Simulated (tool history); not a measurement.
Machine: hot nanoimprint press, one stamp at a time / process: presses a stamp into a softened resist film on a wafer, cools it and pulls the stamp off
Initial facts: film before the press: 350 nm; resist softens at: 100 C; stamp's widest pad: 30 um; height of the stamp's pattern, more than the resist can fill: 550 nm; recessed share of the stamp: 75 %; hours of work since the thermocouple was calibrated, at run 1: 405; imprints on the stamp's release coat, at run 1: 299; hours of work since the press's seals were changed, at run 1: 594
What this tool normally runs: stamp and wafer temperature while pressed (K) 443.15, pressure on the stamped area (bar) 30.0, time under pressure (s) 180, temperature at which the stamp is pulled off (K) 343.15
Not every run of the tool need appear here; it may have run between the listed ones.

run,hour,stamp and wafer temperature while pressed (K),pressure on the stamped area (bar),time under pressure (s),temperature at which the stamp is pulled off (K),hours of work since the thermocouple was calibrated,imprints on the stamp's release coat,hours of work since the press's seals were changed,resist left under the stamp's widest pad (Å),greatest force while the stamp is pulled off (N)
1,0.0,443.15,30.0,180,343.15,405,299,594,1664,135
2,12.8,443.15,30.0,180,343.15,415,368,605,1673,135
3,30.5,443.15,30.0,180,343.15,429,461,619,1671,136
4,56.7,443.15,30.0,180,343.15,450,600,640,1680,134
# hour 61.8: plate thermocouple calibrated
5,84.3,443.15,30.0,180,343.15,18,731,659,1679,130
6,109.0,443.15,30.0,180,343.15,38,862,679,1683,134
7,131.2,443.15,30.0,180,343.15,55,980,697,1681,133
8,154.3,443.15,30.0,180,343.15,74,1103,715,1688,129
9,178.0,443.15,30.0,288,343.15,93,1228,734,1436,135
10,199.4,443.15,25.7,180,343.15,110,1341,751,1822,134
11,216.8,443.15,22.5,180,343.15,124,1434,765,1949,136
12,241.5,443.15,22.5,180,343.15,143,1565,784,1947,135
13,265.7,443.15,22.5,180,343.15,163,1694,804,1951,136
14,290.5,443.15,30.0,229,343.15,182,1825,823,1563,136
15,312.2,443.15,30.0,229,343.15,200,1940,841,1561,141
16,332.7,443.15,30.0,229,343.15,216,2049,857,1556,135
17,349.2,436.15,37.7,180,343.15,229,2136,870,1956,139
18,377.1,443.15,24.3,136,341.15,251,2284,892,2038,137
# hour 385.0: stamp cleaned and given a new release coat
19,409.5,443.15,24.3,136,341.15,272,130,914,2053,144
20,438.4,443.15,24.3,136,341.15,295,283,937,2049,135
21,466.6,453.15,37.6,180,335.15,318,433,959,1030,155
22,489.0,446.15,34.9,185,335.15,336,551,977,1385,150
23,511.7,435.15,27.7,185,335.15,354,672,995,2323,151
24,535.0,435.15,19.4,185,350.15,372,796,1014,2652,126
25,557.4,441.15,19.4,163,344.15,390,914,1031,2308,134
26,571.4,441.15,19.4,163,332.15,401,988,1043,2299,154
27,586.4,441.15,19.4,163,332.15,413,1068,1054,2314,159
28,607.1,441.15,19.4,163,332.15,430,1178,1071,2308,162
# hour 637.5: plate thermocouple calibrated
# hour 638.1: gauge calibrated
29,638.1,434.15,30.0,317,347.15,0,1327,1093,1964,128
30,657.6,434.15,30.0,317,347.15,16,1430,1109,1965,132
31,674.3,438.15,42.9,180,330.15,29,1519,1122,1680,161

Predict each of these 3 candidate next runs independently; none follows another, all start after run 31:
A,702.3,432.15,42.9,252,330.15,52,1667,1144,?,?
B,702.3,438.15,21.2,192,348.15,52,1667,1144,?,?
C,702.3,443.15,21.1,167,345.15,52,1667,1144,?,?

run,resist left under the stamp's widest pad (Å),greatest force while the stamp is pulled off (N)
A,1924,156
B,2297,124
C,2044,136
Take away the tool's hidden state, keep each run's random variation, and the runs would have read:
run,resist left under the stamp's widest pad (Å),greatest force while the stamp is pulled off (N)
A,1918,154
B,2291,123
C,2039,135
